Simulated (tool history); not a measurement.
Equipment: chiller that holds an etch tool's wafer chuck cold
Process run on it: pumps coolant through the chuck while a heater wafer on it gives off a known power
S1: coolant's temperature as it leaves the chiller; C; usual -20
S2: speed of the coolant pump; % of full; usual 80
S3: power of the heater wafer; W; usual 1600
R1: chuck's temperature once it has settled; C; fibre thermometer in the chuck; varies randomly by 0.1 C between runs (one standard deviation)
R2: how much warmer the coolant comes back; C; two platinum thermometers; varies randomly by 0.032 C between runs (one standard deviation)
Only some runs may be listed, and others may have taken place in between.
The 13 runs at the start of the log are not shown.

{"run": 14, "hour": 265.7, "S1": -20, "S2": 80, "S3": 1170, "R1": -11.2, "R2": 2.64}
{"run": 15, "hour": 282.7, "S1": -20, "S2": 80, "S3": 1170, "R1": -11.3, "R2": 2.54}
{"run": 16, "hour": 305.2, "S1": -20, "S2": 80, "S3": 1600, "R1": -7.8, "R2": 3.57}
{"run": 17, "hour": 329.8, "S1": -20, "S2": 80, "S3": 1600, "R1": -7.8, "R2": 3.56}
{"hour": 336.2, "done": "coolant pump overhauled"}
{"run": 18, "hour": 350.5, "S1": -20, "S2": 80, "S3": 1600, "R1": -7.7, "R2": 3.56}
{"run": 19, "hour": 375.9, "S1": -24, "S2": 62, "S3": 836, "R1": -16.2, "R2": 2.43}
{"run": 20, "hour": 399.8, "S1": -24, "S2": 62, "S3": 836, "R1": -16.1, "R2": 2.46}
{"hour": 417.3, "done": "coolant pump overhauled, once more"}
{"run": 21, "hour": 420.7, "S1": -24, "S2": 71, "S3": 836, "R1": -17.1, "R2": 2.07}
{"run": 22, "hour": 449.2, "S1": -11, "S2": 67, "S3": 815, "R1": -4.1, "R2": 2.11}
{"run": 23, "hour": 463.3, "S1": -25, "S2": 93, "S3": 1549, "R1": -14.9, "R2": 2.8}
{"run": 24, "hour": 495.8, "S1": -25, "S2": 93, "S3": 1549, "R1": -14.8, "R2": 2.9}
{"run": 25, "hour": 528.6, "S1": -25, "S2": 93, "S3": 1549, "R1": -14.9, "R2": 2.83}
{"run": 26, "hour": 562.0, "S1": -10, "S2": 94, "S3": 1698, "R1": 1.1, "R2": 3.12}
{"run": 27, "hour": 590.1, "S1": -20, "S2": 80, "S3": 1600, "R1": -8.0, "R2": 3.47}
{"run": 28, "hour": 617.4, "S1": -20, "S2": 80, "S3": 1600, "R1": -8.0, "R2": 3.47}
{"run": 29, "hour": 635.3, "S1": -20, "S2": 80, "S3": 1600, "R1": -8.2, "R2": 3.49}
{"run": 30, "hour": 666.6, "S1": -20, "S2": 92, "S3": 1600, "R1": -9.3, "R2": 2.96}
{"run": 31, "hour": 685.6, "S1": -20, "S2": 62, "S3": 1600, "R1": -5.3, "R2": 4.55}
{"run": 32, "hour": 701.1, "S1": -17, "S2": 80, "S3": 1241, "R1": -7.8, "R2": 2.71}
{"run": 33, "hour": 722.1, "S1": -20, "S2": 66, "S3": 1370, "R1": -7.8, "R2": 3.66}

Forecast each of these 3 alternatives for the next run:
{"run": "A", "hour": 744.5, "S1": -25, "S2": 66, "S3": 1370, "R1": "?", "R2": "?"}
{"run": "B", "hour": 744.5, "S1": -20, "S2": 80, "S3": 1400, "R1": "?", "R2": "?"}
{"run": "C", "hour": 744.5, "S1": -20, "S2": 68, "S3": 880, "R1": "?", "R2": "?"}

run=A R1=-13.0 R2=3.66
run=B R1=-9.6 R2=3.10
run=C R1=-12.5 R2=2.34
With the hidden condition removed and each run's random variation left untouched, the same runs would have given:
run=A R1=-13.3 R2=3.59
run=B R1=-9.8 R2=3.04
run=C R1=-12.6 R2=2.30

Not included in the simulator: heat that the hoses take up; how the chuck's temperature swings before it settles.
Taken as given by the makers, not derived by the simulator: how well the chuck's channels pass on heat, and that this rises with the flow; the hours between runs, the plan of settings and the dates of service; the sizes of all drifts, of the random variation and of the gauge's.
